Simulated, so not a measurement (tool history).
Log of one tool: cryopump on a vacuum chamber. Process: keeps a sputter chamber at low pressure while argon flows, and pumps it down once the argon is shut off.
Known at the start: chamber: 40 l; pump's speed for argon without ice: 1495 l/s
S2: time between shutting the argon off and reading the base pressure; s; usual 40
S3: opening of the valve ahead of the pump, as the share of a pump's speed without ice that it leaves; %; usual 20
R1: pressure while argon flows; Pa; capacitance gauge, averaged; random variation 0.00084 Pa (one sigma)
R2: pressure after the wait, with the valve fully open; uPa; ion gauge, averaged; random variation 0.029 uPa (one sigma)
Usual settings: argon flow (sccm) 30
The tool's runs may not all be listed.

{"run": 1, "hour": 0.0, "argon flow (sccm)": 30, "S2": 40, "S3": 20, "R1": 0.1749, "R2": 2.08}
{"run": 2, "hour": 18.6, "argon flow (sccm)": 30, "S2": 40, "S3": 20, "R1": 0.1745, "R2": 2.03}
{"run": 3, "hour": 42.3, "argon flow (sccm)": 30, "S2": 40, "S3": 16, "R1": 0.2179, "R2": 2.11}
{"run": 4, "hour": 66.7, "argon flow (sccm)": 30, "S2": 40, "S3": 20, "R1": 0.1739, "R2": 2.15}
{"run": 5, "hour": 95.5, "argon flow (sccm)": 30, "S2": 40, "S3": 55, "R1": 0.0663, "R2": 2.21}
{"run": 6, "hour": 118.3, "argon flow (sccm)": 30, "S2": 40, "S3": 55, "R1": 0.0659, "R2": 2.19}
{"run": 7, "hour": 146.0, "argon flow (sccm)": 30, "S2": 40, "S3": 20, "R1": 0.1754, "R2": 2.13}
{"run": 8, "hour": 158.7, "argon flow (sccm)": 30, "S2": 40, "S3": 20, "R1": 0.174, "R2": 2.13}
{"run": 9, "hour": 187.4, "argon flow (sccm)": 30, "S2": 40, "S3": 20, "R1": 0.1744, "R2": 2.19}
{"run": 10, "hour": 207.7, "argon flow (sccm)": 30, "S2": 40, "S3": 20, "R1": 0.1738, "R2": 2.18}
{"run": 11, "hour": 228.2, "argon flow (sccm)": 30, "S2": 40, "S3": 44, "R1": 0.0835, "R2": 2.2}
{"run": 12, "hour": 247.2, "argon flow (sccm)": 30, "S2": 40, "S3": 44, "R1": 0.0818, "R2": 2.2}
{"run": 13, "hour": 262.8, "argon flow (sccm)": 30, "S2": 40, "S3": 52, "R1": 0.0715, "R2": 2.24}
{"run": 14, "hour": 291.1, "argon flow (sccm)": 30, "S2": 184, "S3": 20, "R1": 0.1766, "R2": 1.33}
{"run": 15, "hour": 319.7, "argon flow (sccm)": 30, "S2": 184, "S3": 20, "R1": 0.174, "R2": 1.28}
{"run": 16, "hour": 336.8, "argon flow (sccm)": 30, "S2": 184, "S3": 20, "R1": 0.1771, "R2": 1.39}
{"run": 17, "hour": 353.2, "argon flow (sccm)": 30, "S2": 184, "S3": 20, "R1": 0.1765, "R2": 1.38}
{"run": 18, "hour": 375.1, "argon flow (sccm)": 30, "S2": 184, "S3": 20, "R1": 0.1749, "R2": 1.45}
{"run": 19, "hour": 387.5, "argon flow (sccm)": 33, "S2": 81, "S3": 23, "R1": 0.1698, "R2": 1.73}
{"run": 20, "hour": 412.5, "argon flow (sccm)": 33, "S2": 81, "S3": 23, "R1": 0.1694, "R2": 1.79}
{"run": 21, "hour": 424.2, "argon flow (sccm)": 33, "S2": 81, "S3": 23, "R1": 0.1711, "R2": 1.79}
{"run": 22, "hour": 452.1, "argon flow (sccm)": 33, "S2": 81, "S3": 23, "R1": 0.1693, "R2": 1.77}
{"run": 23, "hour": 478.1, "argon flow (sccm)": 58, "S2": 168, "S3": 17, "R1": 0.3951, "R2": 1.47}
{"run": 24, "hour": 491.1, "argon flow (sccm)": 30, "S2": 40, "S3": 46, "R1": 0.081, "R2": 2.43}
{"run": 25, "hour": 513.7, "argon flow (sccm)": 30, "S2": 40, "S3": 15, "R1": 0.2321, "R2": 2.53}
{"run": 26, "hour": 536.8, "argon flow (sccm)": 44, "S2": 31, "S3": 16, "R1": 0.322, "R2": 2.85}
{"run": 27, "hour": 560.5, "argon flow (sccm)": 29, "S2": 40, "S3": 17, "R1": 0.1998, "R2": 2.54}
{"run": 28, "hour": 573.1, "argon flow (sccm)": 29, "S2": 80, "S3": 41, "R1": 0.0868, "R2": 1.94}
{"run": 29, "hour": 601.2, "argon flow (sccm)": 29, "S2": 80, "S3": 41, "R1": 0.0871, "R2": 2}
{"run": 30, "hour": 617.7, "argon flow (sccm)": 29, "S2": 80, "S3": 41, "R1": 0.088, "R2": 1.97}
{"run": 31, "hour": 640.1, "argon flow (sccm)": 17, "S2": 280, "S3": 27, "R1": 0.0755, "R2": 1.56}
{"run": 32, "hour": 654.2, "argon flow (sccm)": 30, "S2": 155, "S3": 59, "R1": 0.0654, "R2": 1.71}
{"run": 33, "hour": 667.2, "argon flow (sccm)": 27, "S2": 21, "S3": 20, "R1": 0.1592, "R2": 3.74}

Some steps in R1 between neighbouring runs. How much of each would the tool show without its hidden state too (settings, what came in, random variation), and how much is left for the hidden state, with any gauge scatter that isn't in both results?
The hidden state here: pump's speed, % of a pump's without ice; cold plate's temperature, K; leak into the chamber, uPa l/s; drift of the gauge itself on working_pa, %; drift of the gauge itself on base_upa, %.
Run 22 -> 23: argon flow (sccm) 33 -> 58, S2 81 -> 168, S3 23 -> 17. R1 +0.2258 Pa: hidden state +0.0059, all else +0.2199.
Run 23 -> 24: argon flow (sccm) 58 -> 30, S2 168 -> 40, S3 17 -> 46. R1 -0.3141 Pa: hidden state -0.0063, all else -0.3078.
Run 24 -> 25: S3 46 -> 15. R1 +0.1511 Pa: hidden state +0, all else +0.1511.
Run 25 -> 26: argon flow (sccm) 30 -> 44, S2 40 -> 31, S3 15 -> 16. R1 +0.0899 Pa: hidden state +0.0036, all else +0.0863.
